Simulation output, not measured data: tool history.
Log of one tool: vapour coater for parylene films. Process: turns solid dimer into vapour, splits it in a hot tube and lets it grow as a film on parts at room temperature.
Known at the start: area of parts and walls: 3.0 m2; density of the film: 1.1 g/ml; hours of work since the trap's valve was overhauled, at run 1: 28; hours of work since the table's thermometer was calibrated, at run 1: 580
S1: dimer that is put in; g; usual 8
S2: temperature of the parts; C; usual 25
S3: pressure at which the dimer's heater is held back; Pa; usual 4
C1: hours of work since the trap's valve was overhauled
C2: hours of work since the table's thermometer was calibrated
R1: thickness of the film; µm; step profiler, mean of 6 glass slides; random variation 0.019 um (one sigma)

run 1 hour=0 | S1=8 S2=25 S3=4 | C1=28 C2=580 | R1=1.37
run 2 hour=12.9 | S1=8 S2=25 S3=4 | C1=37 C2=589 | R1=1.37
run 3 hour=39.2 | S1=8 S2=25 S3=2.65 | C1=55 C2=608 | R1=1.4
run 4 hour=57.1 | S1=8 S2=25 S3=4 | C1=68 C2=620 | R1=1.36
run 5 hour=78 | S1=8 S2=25 S3=4 | C1=82 C2=635 | R1=1.33
run 6 hour=104.6 | S1=8 S2=25 S3=4 | C1=101 C2=654 | R1=1.37
run 7 hour=117.4 | S1=8 S2=25 S3=4 | C1=110 C2=663 | R1=1.34
run 8 hour=130.4 | S1=8 S2=25 S3=4 | C1=119 C2=672 | R1=1.34
run 9 hour=153.7 | S1=8 S2=25 S3=4 | C1=136 C2=688 | R1=1.34
run 10 hour=173 | S1=8 S2=25 S3=4 | C1=149 C2=702 | R1=1.35
run 11 hour=196.6 | S1=8 S2=25 S3=4 | C1=166 C2=718 | R1=1.34
-- hour=202.5 trap's valve overhauled
run 12 hour=226.6 | S1=8 S2=25 S3=7.77 | C1=17 C2=736 | R1=1.27
run 13 hour=240.9 | S1=8 S2=25 S3=4 | C1=27 C2=747 | R1=1.29
-- hour=255 trap's valve overhauled, once more
run 14 hour=262.6 | S1=8 S2=25 S3=4 | C1=5 C2=759 | R1=1.35
run 15 hour=288.5 | S1=8 S2=25 S3=4 | C1=23 C2=777 | R1=1.34
run 16 hour=312.8 | S1=8 S2=25 S3=4 | C1=41 C2=794 | R1=1.32
run 17 hour=325.5 | S1=11 S2=27 S3=4 | C1=49 C2=803 | R1=1.73
run 18 hour=339.1 | S1=6 S2=22 S3=7.79 | C1=59 C2=813 | R1=1.02
run 19 hour=350.4 | S1=8 S2=20 S3=11.41 | C1=67 C2=821 | R1=1.42
run 20 hour=376 | S1=3 S2=31 S3=10.19 | C1=85 C2=839 | R1=0.4
run 21 hour=394.5 | S1=3 S2=31 S3=10.19 | C1=98 C2=852 | R1=0.38
run 22 hour=405.9 | S1=8 S2=25 S3=10.3 | C1=106 C2=860 | R1=1.27
run 23 hour=430.3 | S1=8 S2=25 S3=10.3 | C1=123 C2=877 | R1=1.27
run 24 hour=456.1 | S1=5 S2=26 S3=3.01 | C1=141 C2=895 | R1=0.82
run 25 hour=479.8 | S1=12 S2=27 S3=11.63 | C1=158 C2=911 | R1=1.77
run 26 hour=502.7 | S1=12 S2=27 S3=11.63 | C1=174 C2=928 | R1=1.72
run 27 hour=515.4 | S1=12 S2=27 S3=11.63 | C1=183 C2=936 | R1=1.75
run 28 hour=539 | S1=12 S2=27 S3=11.63 | C1=199 C2=953 | R1=1.72

Hidden state or all else? Some run-to-run changes of R1, split into what the settings, what came in and random variation would give without the hidden state, and what is left for the hidden state (with any gauge scatter that isn't in both results):
The hidden state here: vapour lost through the trap's worn valve, %; true temperature of the parts over the reading, C; drift of the gauge itself on film_um, %.
Run 13 -> 14: trap's valve overhauled, once more. R1 +0.06 µm: hidden state +0.03, all else +0.03.
Run 19 -> 20: S1 8 -> 3, S2 20 -> 31, S3 11.41 -> 10.19. R1 -1.02 µm: hidden state +0.03, all else -1.05.
Run 24 -> 25: S1 5 -> 12, S2 26 -> 27, S3 3.01 -> 11.63. R1 +0.95 µm: hidden state -0.03, all else +0.98.

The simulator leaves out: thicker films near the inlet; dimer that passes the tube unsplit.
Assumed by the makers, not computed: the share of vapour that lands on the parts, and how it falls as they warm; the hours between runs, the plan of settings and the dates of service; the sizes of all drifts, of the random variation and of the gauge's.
